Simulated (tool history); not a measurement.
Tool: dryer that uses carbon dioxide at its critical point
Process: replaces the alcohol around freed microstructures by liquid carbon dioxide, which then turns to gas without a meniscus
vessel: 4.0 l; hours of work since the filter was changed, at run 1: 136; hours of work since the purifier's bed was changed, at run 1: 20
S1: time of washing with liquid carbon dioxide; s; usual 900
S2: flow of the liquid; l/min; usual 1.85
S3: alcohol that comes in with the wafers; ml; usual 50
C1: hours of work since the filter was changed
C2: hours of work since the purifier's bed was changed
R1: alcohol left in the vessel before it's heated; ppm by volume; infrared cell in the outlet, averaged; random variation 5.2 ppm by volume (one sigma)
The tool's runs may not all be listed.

| run | hour | S1 | S2 | S3 | C1 | C2 | R1 |
|---|---|---|---|---|---|---|---|
| 1 | 0.0 | 900 | 1.85 | 50 | 136 | 20 | 112 |
| 2 | 7.5 | 1380 | 1.85 | 50 | 142 | 26 | 13 |
| 3 | 21.6 | 900 | 1.85 | 50 | 152 | 36 | 131 |
| 4 | 31.4 | 900 | 1.85 | 50 | 160 | 43 | 121 |
| 5 | 37.6 | 900 | 1.85 | 107 | 164 | 48 | 255 |
| 6 | 46.5 | 900 | 2.21 | 50 | 171 | 54 | 61 |
| 7 | 58.9 | 900 | 2.21 | 50 | 180 | 64 | 60 |
| 8 | 66.2 | 900 | 2.21 | 50 | 185 | 69 | 63 |
| 9 | 74.0 | 900 | 2.21 | 50 | 191 | 75 | 70 |
| 10 | 87.1 | 900 | 1.85 | 50 | 201 | 84 | 143 |

Forecast run 11:
| 11 | 95.9 | 900 | 1.85 | 50 | 207 | 91 | ? |

Run 11 gave R1 138 ppm by volume.
Without the tool's hidden state the same run would have given R1 76 ppm by volume.
